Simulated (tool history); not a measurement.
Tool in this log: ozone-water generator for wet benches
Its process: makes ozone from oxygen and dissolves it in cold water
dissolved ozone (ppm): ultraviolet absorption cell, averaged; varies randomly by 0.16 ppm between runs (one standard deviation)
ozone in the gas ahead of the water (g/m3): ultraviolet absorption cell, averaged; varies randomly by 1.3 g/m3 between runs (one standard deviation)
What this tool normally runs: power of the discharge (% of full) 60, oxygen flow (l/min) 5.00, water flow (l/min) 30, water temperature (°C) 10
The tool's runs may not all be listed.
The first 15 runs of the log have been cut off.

run   hour  power of the discharge (% of full)  oxygen flow (l/min)  water flow (l/min)  water temperature (°C)  dissolved ozone (ppm)  ozone in the gas ahead of the water (g/m3)
 16  501.7                                  63                 2.94                  30                      10                   18.7                                       328.6
 17  540.8                                  63                 2.94                  30                      10                   18.5                                       330.4
 18  561.6                                  63                 2.94                  30                      15                   17.7                                       327.9
 19  604.1                                  63                 2.94                  30                      15                   17.7                                       323.8
 20  642.9                                  63                 2.94                  47                      15                   10.8                                       326.2
 21  684.9                                  60                 3.15                  19                      10                   28.0                                       304.0
 22  708.2                                  76                 5.37                  19                       9                   35.7                                       267.8
 23  727.5                                  49                 5.59                  30                       5                   18.3                                       194.4
 24  764.9                                  49                 5.59                  30                       5                   18.6                                       191.7
 25  798.8                                  49                 5.59                  24                       5                   22.6                                       192.8
 26  840.8                                  46                 2.69                  29                      13                   14.6                                       273.8
 27  881.0                                  52                 6.48                  27                      17                   18.5                                       186.4
 28  908.8                                  52                 6.48                  27                      17                   19.0                                       185.0

Forecast run 29:
 29  931.2                                  52                 6.48                  27                      17                      ?                                           ?

Logged for run 29: dissolved ozone (ppm) 18.6, ozone in the gas ahead of the water (g/m3) 184.0.
With the hidden condition absent and the run-to-run variation left alone, this run would have shown dissolved ozone (ppm) 20.1, ozone in the gas ahead of the water (g/m3) 193.0.
